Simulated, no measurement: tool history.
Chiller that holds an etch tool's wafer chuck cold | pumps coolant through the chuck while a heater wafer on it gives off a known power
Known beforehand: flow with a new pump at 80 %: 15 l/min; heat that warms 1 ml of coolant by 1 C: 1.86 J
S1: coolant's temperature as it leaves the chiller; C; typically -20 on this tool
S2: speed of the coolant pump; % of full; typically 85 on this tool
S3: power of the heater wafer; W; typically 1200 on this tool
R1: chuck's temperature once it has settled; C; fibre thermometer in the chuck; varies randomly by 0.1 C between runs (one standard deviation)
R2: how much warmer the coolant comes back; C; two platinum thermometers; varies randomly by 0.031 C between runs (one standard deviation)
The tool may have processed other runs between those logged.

run	day	S1	S2	S3	R1	R2
1	0	-20	85	1200	-11.6	2.52
2	1.033	-20	85	1200	-11.7	2.48
3	2.396	-20	91	1200	-12.3	2.34
4	3.392	-20	91	1200	-12.2	2.33
5	5.233	-20	91	1200	-12.2	2.31
6	6.662	-20	91	1200	-12.1	2.34
7	8.2	-20	91	1200	-12.1	2.3
8	9.196	-20	91	1200	-12.2	2.37
9	10.15	-20	91	1200	-12.1	2.3
10	11.942	-20	91	1200	-12.2	2.31
11	13.65	-20	91	1125	-12.5	2.21
12	15.517	-20	91	1125	-12.6	2.19
13	16.683	-20	91	1125	-12.6	2.17
14	17.733	-20	85	1290	-10.8	2.66
15	19.25	-20	85	1290	-11.1	2.69
16	20.862	-20	65	1200	-9	3.28
17	22.304	-15	83	1574	-3.8	3.39
18	23.438	-20	85	833	-13.9	1.8
19	25.162	-21	85	833	-15.1	1.78
20	26.729	-10	81	780	-3.9	1.73
21	28.529	-12	90	811	-6.3	1.6
22	30.058	-18	85	1200	-9.3	2.51
23	31	-18	77	806	-11.5	1.83
24	32.775	-22	85	883	-15.3	1.88
25	33.583	-22	85	883	-15.4	1.85
26	35.058	-22	85	883	-15.4	1.85
27	35.875	-11	88	1628	0.2	3.35
28	36.742	-11	88	1628	0.4	3.27

Estimate the outcome of run 29 from the log above:
29	38.092	-11	88	1628	?	?

Run 29 yielded R1 0.1 C, R2 3.28 C.
On a tool with no hidden condition, and with the same random variation, this run would have come out at R1 -2.2 C, R2 3.17 C.
